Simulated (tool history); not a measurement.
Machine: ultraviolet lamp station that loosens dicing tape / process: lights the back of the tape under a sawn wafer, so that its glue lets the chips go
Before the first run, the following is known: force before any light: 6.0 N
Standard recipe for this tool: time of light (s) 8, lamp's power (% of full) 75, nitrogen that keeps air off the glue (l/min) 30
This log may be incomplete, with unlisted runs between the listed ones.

| run | hour | time of light (s) | lamp's power (% of full) | nitrogen that keeps air off the glue (l/min) | force that peels the tape off (N) | light that reached the tape (mJ/cm2) |
|---|---|---|---|---|---|---|
| 1 | 0 | 8 | 75 | 30 | 0.353 | 383 |
| 2 | 7.7 | 12 | 75 | 30 | 0.105 | 577 |
| 3 | 14.4 | 12 | 75 | 30 | 0.112 | 576 |
| 4 | 24.5 | 8 | 75 | 30 | 0.344 | 384 |
| 5 | 32 | 8 | 75 | 30 | 0.351 | 382 |
| 6 | 40.8 | 8 | 75 | 30 | 0.353 | 386 |
| 7 | 52.3 | 8 | 75 | 30 | 0.366 | 381 |
| 8 | 57.7 | 8 | 75 | 27 | 0.395 | 376 |
| 9 | 69.2 | 8 | 75 | 27 | 0.408 | 375 |
| 10 | 78.8 | 8 | 75 | 27 | 0.392 | 377 |
| 11 | 84 | 4 | 75 | 27 | 1.48 | 184 |
| 12 | 90 | 6 | 75 | 30 | 0.688 | 281 |
| 13 | 99.7 | 8 | 75 | 30 | 0.368 | 374 |
| 14 | 107.5 | 8 | 75 | 30 | 0.379 | 370 |
| 15 | 117 | 8 | 75 | 30 | 0.378 | 372 |
| 16 | 125.5 | 8 | 75 | 30 | 0.375 | 368 |
| 17 | 135.3 | 8 | 75 | 30 | 0.374 | 371 |
| 18 | 140.7 | 8 | 75 | 30 | 0.366 | 370 |
| 19 | 151.5 | 8 | 75 | 38 | 0.299 | 374 |
| 20 | 162.7 | 8 | 92 | 30 | 0.222 | 456 |
| 21 | 168.8 | 10 | 80 | 31 | 0.177 | 485 |
| 22 | 176 | 6 | 68 | 32 | 0.852 | 248 |
| 23 | 182.5 | 8 | 62 | 40 | 0.482 | 303 |
| 24 | 194.6 | 7 | 97 | 26 | 0.345 | 415 |
| 25 | 200.8 | 10 | 77 | 21 | 0.307 | 467 |
| 26 | 207 | 15 | 84 | 30 | 0.069 | 762 |
| 27 | 214.9 | 15 | 84 | 30 | 0.066 | 757 |
| 28 | 223.3 | 15 | 84 | 30 | 0.067 | 754 |
| 29 | 235 | 15 | 84 | 30 | 0.073 | 752 |
| 30 | 247.3 | 15 | 84 | 30 | 0.065 | 747 |
| 31 | 254.9 | 15 | 74 | 39 | 0.078 | 655 |
| 32 | 265.2 | 15 | 74 | 39 | 0.071 | 656 |
| 33 | 272.4 | 15 | 74 | 39 | 0.075 | 659 |
| 34 | 281.6 | 8 | 76 | 11 | 1.063 | 358 |
| 35 | 291 | 8 | 89 | 12 | 0.705 | 416 |
| 36 | 297.2 | 8 | 89 | 12 | 0.713 | 420 |
| 37 | 305.2 | 8 | 98 | 17 | 0.385 | 460 |
| 38 | 310.7 | 5 | 85 | 30 | 0.886 | 250 |
| 39 | 316.9 | 8 | 75 | 49 | 0.268 | 352 |
| 40 | 326.9 | 8 | 75 | 49 | 0.262 | 348 |

4 ways to go on from here, each from the tool as it stands after run 40. What would each give?
| A | 338.7 | 8 | 75 | 20 | ? | ? |
| B | 338.7 | 4 | 75 | 15 | ? | ? |
| C | 338.7 | 8 | 68 | 30 | ? | ? |
| D | 338.7 | 8 | 75 | 10 | ? | ? |

| run | force that peels the tape off (N) | light that reached the tape (mJ/cm2) |
|---|---|---|
| A | 0.646 | 348 |
| B | 2.218 | 172 |
| C | 0.53 | 309 |
| D | 1.134 | 345 |
Without the tool's hidden state the same runs would have given:
| run | force that peels the tape off (N) | light that reached the tape (mJ/cm2) |
|---|---|---|
| A | 0.438 | 411 |
| B | 1.848 | 203 |
| C | 0.354 | 366 |
| D | 0.842 | 409 |
